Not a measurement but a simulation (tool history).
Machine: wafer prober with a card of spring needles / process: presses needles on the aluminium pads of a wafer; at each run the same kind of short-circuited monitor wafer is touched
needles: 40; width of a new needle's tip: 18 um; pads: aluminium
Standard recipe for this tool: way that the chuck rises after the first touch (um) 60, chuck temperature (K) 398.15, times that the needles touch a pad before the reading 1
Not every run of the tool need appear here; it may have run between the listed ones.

| run | hour | way that the chuck rises after the first touch (um) | chuck temperature (K) | times that the needles touch a pad before the reading | resistance of one needle with its contact and lead (mohm) | way that a needle slides on the pad (um) |
|---|---|---|---|---|---|---|
| 1 | 0.0 | 60 | 398.15 | 1 | 213 | 8.04 |
|  | 3.5 | tips cleaned on abrasive film |
| 2 | 14.0 | 60 | 398.15 | 1 | 215 | 8.00 |
|  | 18.9 | tips cleaned on abrasive film |
| 3 | 30.5 | 60 | 398.15 | 1 | 217 | 8.05 |
|  | 34.7 | tips cleaned on abrasive film |
| 4 | 45.1 | 60 | 398.15 | 1 | 213 | 8.00 |
|  | 49.9 | tips cleaned on abrasive film |
| 5 | 62.7 | 60 | 398.15 | 2 | 215 | 8.01 |
|  | 65.6 | tips cleaned on abrasive film |
| 6 | 75.3 | 60 | 398.15 | 2 | 212 | 8.01 |
|  | 80.4 | tips cleaned on abrasive film |
| 7 | 90.4 | 60 | 398.15 | 2 | 212 | 8.01 |
|  | 96.6 | tips cleaned on abrasive film |
|  | 96.9 | height of the first contact set anew |
|  | 113.5 | tips cleaned on abrasive film |
| 8 | 114.3 | 60 | 398.15 | 2 | 212 | 8.03 |
|  | 129.0 | tips cleaned on abrasive film |
| 9 | 130.3 | 60 | 398.15 | 2 | 209 | 8.03 |
|  | 145.1 | tips cleaned on abrasive film |
| 10 | 147.1 | 60 | 398.15 | 2 | 215 | 8.02 |
|  | 160.2 | tips cleaned on abrasive film |
| 11 | 164.0 | 60 | 398.15 | 2 | 213 | 8.01 |
|  | 175.0 | tips cleaned on abrasive film |
| 12 | 175.1 | 60 | 398.15 | 1 | 213 | 8.03 |
|  | 189.9 | tips cleaned on abrasive film |
| 13 | 200.7 | 60 | 398.15 | 3 | 209 | 8.01 |
|  | 205.2 | tips cleaned on abrasive film |
|  | 219.9 | tips cleaned on abrasive film |
| 14 | 221.2 | 60 | 398.15 | 3 | 213 | 8.02 |
| 15 | 232.4 | 60 | 398.15 | 3 | 216 | 8.04 |
|  | 235.4 | tips cleaned on abrasive film |
| 16 | 249.3 | 55 | 331.15 | 1 | 199 | 7.34 |
|  | 251.7 | tips cleaned on abrasive film |
|  | 253.1 | height of the first contact set anew |
|  | 268.1 | tips cleaned on abrasive film |
| 17 | 273.6 | 55 | 331.15 | 1 | 201 | 7.33 |
|  | 283.2 | tips cleaned on abrasive film |
| 18 | 293.0 | 55 | 331.15 | 1 | 198 | 7.33 |
|  | 297.8 | tips cleaned on abrasive film |
| 19 | 311.2 | 65 | 331.15 | 1 | 196 | 8.71 |
|  | 312.9 | tips cleaned on abrasive film |
|  | 328.6 | tips cleaned on abrasive film |
| 20 | 330.1 | 65 | 333.15 | 1 | 194 | 8.70 |

Estimate the outcome of run 21 from the log above:
| 21 | 342.1 | 65 | 333.15 | 1 | ? | ? |

Run 21 measured resistance of one needle with its contact and lead (mohm) 196, way that a needle slides on the pad (um) 8.70.
With the hidden condition absent and the run-to-run variation left alone, this run would have shown resistance of one needle with its contact and lead (mohm) 196, way that a needle slides on the pad (um) 8.71.

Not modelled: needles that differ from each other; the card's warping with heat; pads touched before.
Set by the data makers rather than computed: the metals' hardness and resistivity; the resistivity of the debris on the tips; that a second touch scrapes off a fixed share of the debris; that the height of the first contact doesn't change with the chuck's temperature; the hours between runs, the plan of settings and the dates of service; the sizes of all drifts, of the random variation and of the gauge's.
